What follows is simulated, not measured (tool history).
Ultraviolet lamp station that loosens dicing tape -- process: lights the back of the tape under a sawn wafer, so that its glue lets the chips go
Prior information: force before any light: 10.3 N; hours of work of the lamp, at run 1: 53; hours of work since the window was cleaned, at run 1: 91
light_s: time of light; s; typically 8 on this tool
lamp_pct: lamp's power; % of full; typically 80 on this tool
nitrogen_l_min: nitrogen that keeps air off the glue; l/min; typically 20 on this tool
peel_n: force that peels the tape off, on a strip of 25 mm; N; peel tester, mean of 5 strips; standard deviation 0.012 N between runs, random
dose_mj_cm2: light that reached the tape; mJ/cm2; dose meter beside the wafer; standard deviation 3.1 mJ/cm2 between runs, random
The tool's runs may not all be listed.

run	hour	light_s	lamp_pct	nitrogen_l_min	hours of work of the lamp	hours of work since the window was cleaned	peel_n	dose_mj_cm2
1	0	8	80	20	53	91	0.592	454
2	6.7	8	80	20	58	95	0.558	454
3	15	8	84	20	63	101	0.54	466
4	22.4	8	77	20	69	107	0.655	434
5	32.5	8	77	20	76	114	0.655	423
6	39.4	8	94	20	81	119	0.393	526
7	50.4	8	94	20	89	127	0.431	519
8	60.7	8	80	6	96	134	1.676	443
9	66.9	15	77	6	101	139	0.521	795
10	74.7	7	76	6	106	144	2.278	367
# hour 76.5: window cleaned of glue's vapour
11	82.4	5	80	34	112	4	1.178	266
12	95.6	7	63	7	121	14	2.825	295
13	104.1	10	86	12	127	20	0.527	574
14	113.4	5	99	7	134	26	2.353	325
# hour 118.5: window cleaned of glue's vapour, once more
15	124.3	6	76	25	141	4	0.991	320
16	134.2	6	76	25	148	11	1.045	319

Below are 3 alternative next runs, each starting from the tool's condition after run 16. Predict each:
A	146.6	6	84	29	157	20	?	?
B	146.6	9	76	25	157	20	?	?
C	146.6	5	87	21	157	20	?	?

run	peel_n	dose_mj_cm2
A	0.723	355
B	0.419	480
C	1.307	303
With the hidden condition removed and each run's random variation left untouched, the same runs would have given:
run	peel_n	dose_mj_cm2
A	0.647	373
B	0.376	505
C	1.188	318
